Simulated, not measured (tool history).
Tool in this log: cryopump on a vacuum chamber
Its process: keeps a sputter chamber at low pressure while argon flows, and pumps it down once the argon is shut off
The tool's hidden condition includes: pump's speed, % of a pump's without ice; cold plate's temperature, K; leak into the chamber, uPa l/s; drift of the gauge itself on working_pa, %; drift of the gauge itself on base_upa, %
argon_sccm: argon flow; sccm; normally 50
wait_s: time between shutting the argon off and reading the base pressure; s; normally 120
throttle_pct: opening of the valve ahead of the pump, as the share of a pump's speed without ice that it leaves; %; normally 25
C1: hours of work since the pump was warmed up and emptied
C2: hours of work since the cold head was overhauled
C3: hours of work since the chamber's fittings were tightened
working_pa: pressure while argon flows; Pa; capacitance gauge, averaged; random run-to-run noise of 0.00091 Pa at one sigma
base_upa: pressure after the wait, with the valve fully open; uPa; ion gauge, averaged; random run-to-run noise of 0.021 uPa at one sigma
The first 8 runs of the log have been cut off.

Run 9, hour 128.6: usual settings but argon_sccm 49 sccm, throttle_pct 36 %; C1 287; C2 287; C3 2113. Result: working_pa 0.1343 Pa, base_upa 1.16 uPa.
Run 10, hour 146.0: usual settings but argon_sccm 49 sccm, throttle_pct 36 %; C1 298; C2 298; C3 2123. Result: working_pa 0.1364 Pa, base_upa 1.21 uPa.
Run 11, hour 161.7: usual settings but argon_sccm 49 sccm, throttle_pct 36 %; C1 308; C2 308; C3 2133. Result: working_pa 0.1355 Pa, base_upa 1.18 uPa.
Run 12, hour 172.9: usual settings but argon_sccm 49 sccm, throttle_pct 36 %; C1 315; C2 315; C3 2140. Result: working_pa 0.1373 Pa, base_upa 1.18 uPa.
Run 13, hour 183.0: usual settings; C1 321; C2 321; C3 2146. Result: working_pa 0.1976 Pa, base_upa 1.17 uPa.
Run 14, hour 197.9: usual settings; C1 330; C2 330; C3 2156. Result: working_pa 0.1976 Pa, base_upa 1.23 uPa.
Run 15, hour 208.6: usual settings but wait_s 171 s; C1 337; C2 337; C3 2162. Result: working_pa 0.1962 Pa, base_upa 1.10 uPa.
Run 16, hour 223.1: usual settings but wait_s 171 s; C1 346; C2 346; C3 2171. Result: working_pa 0.1981 Pa, base_upa 1.14 uPa.
Run 17, hour 239.6: usual settings but wait_s 171 s; C1 356; C2 356; C3 2182. Result: working_pa 0.1984 Pa, base_upa 1.09 uPa.
Run 18, hour 263.4: usual settings but argon_sccm 46 sccm, wait_s 24 s; C1 371; C2 371; C3 2196. Result: working_pa 0.1846 Pa, base_upa 2.30 uPa.
Run 19, hour 274.7: usual settings but argon_sccm 21 sccm, wait_s 99 s; C1 378; C2 378; C3 2203. Result: working_pa 0.0832 Pa, base_upa 1.31 uPa.
Run 20, hour 296.0: usual settings but argon_sccm 21 sccm, wait_s 99 s; C1 391; C2 391; C3 2217. Result: working_pa 0.0825 Pa, base_upa 1.33 uPa.
Run 21, hour 317.3: usual settings but wait_s 69 s, throttle_pct 28 %; C1 404; C2 404; C3 2230. Result: working_pa 0.1782 Pa, base_upa 1.46 uPa.
Run 22, hour 332.5: usual settings but wait_s 69 s, throttle_pct 28 %; C1 414; C2 414; C3 2239. Result: working_pa 0.1786 Pa, base_upa 1.47 uPa.
Run 23, hour 350.3: usual settings but argon_sccm 33 sccm, wait_s 68 s, throttle_pct 18 %; C1 425; C2 425; C3 2250. Result: working_pa 0.1802 Pa, base_upa 1.50 uPa.
Run 24, hour 363.3: usual settings but throttle_pct 18 %; C1 433; C2 433; C3 2258. Result: working_pa 0.2749 Pa, base_upa 1.29 uPa.
Run 25, hour 376.2: usual settings but throttle_pct 18 %; C1 441; C2 441; C3 2266. Result: working_pa 0.2745 Pa, base_upa 1.25 uPa.
Run 26, hour 398.0: usual settings but throttle_pct 18 %; C1 454; C2 454; C3 2280. Result: working_pa 0.2726 Pa, base_upa 1.28 uPa.
Run 27, hour 420.8: usual settings but throttle_pct 18 %; C1 469; C2 469; C3 2294. Result: working_pa 0.2754 Pa, base_upa 1.29 uPa.

Forecast run 28:
Run 28, hour 437.5: usual settings but argon_sccm 53 sccm, wait_s 23 s, throttle_pct 47 %; C1 479; C2 479; C3 2305. Result: working_pa ?, base_upa ?.

working_pa: 0.1180 Pa
base_upa: 2.35 uPa
With no hidden state in the tool, this same run would have given working_pa 0.1080 Pa, base_upa 1.47 uPa.
